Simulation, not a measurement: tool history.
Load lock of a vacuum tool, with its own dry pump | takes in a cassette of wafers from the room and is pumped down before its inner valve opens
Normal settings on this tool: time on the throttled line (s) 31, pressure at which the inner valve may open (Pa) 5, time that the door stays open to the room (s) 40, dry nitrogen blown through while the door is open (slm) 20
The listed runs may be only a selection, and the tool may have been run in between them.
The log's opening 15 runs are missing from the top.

run    hour  time on the throttled line (s)  pressure at which the inner valve may open (Pa)  time that the door stays open to the room (s)  dry nitrogen blown through while the door is open (slm)  incoming humidity of the room's air, %  time from the closed door until the inner valve may open (s)  rise of the pressure with all valves shut (Pa/min)
 16  3213.9                              31                                                5                                             40                                                       20                                    47.4                                                          60.1                                                0.04
 17  3502.9                              24                                                5                                             40                                                       20                                      40                                                          54.3                                                0.03
 18  3779.1                              31                                                5                                             40                                                       20                                    45.1                                                          60.2                                               0.039
 19  4026.8                              17                                                5                                             37                                                       20                                    44.3                                                          48.6                                               0.031
 20  4223.8                              17                                                5                                             87                                                       25                                    49.9                                                          49.3                                               0.047
 21  4535.1                              17                                                5                                            133                                                       35                                    45.2                                                          49.4                                               0.037
 22  4807.1                              31                                                5                                             85                                                        4                                    47.3                                                          61.3                                               0.079
 23  5046.4                              29                                                5                                             85                                                       11                                    45.1                                                          59.1                                               0.061
 24  5195.8                              34                                                9                                            168                                                       23                                    44.8                                                          60.6                                               0.051

Run 25 comes next. What will it give?
 25  5472.4                              19                                                7                                             40                                                       20                                    48.6                                                             ?                                                   ?

Run 25 came out at time from the closed door until the inner valve may open (s) 49.8, rise of the pressure with all valves shut (Pa/min) 0.041.
Take away the tool's hidden state, keep the run-to-run variation as it was, and the same run would have given time from the closed door until the inner valve may open (s) 49.8, rise of the pressure with all valves shut (Pa/min) 0.04.

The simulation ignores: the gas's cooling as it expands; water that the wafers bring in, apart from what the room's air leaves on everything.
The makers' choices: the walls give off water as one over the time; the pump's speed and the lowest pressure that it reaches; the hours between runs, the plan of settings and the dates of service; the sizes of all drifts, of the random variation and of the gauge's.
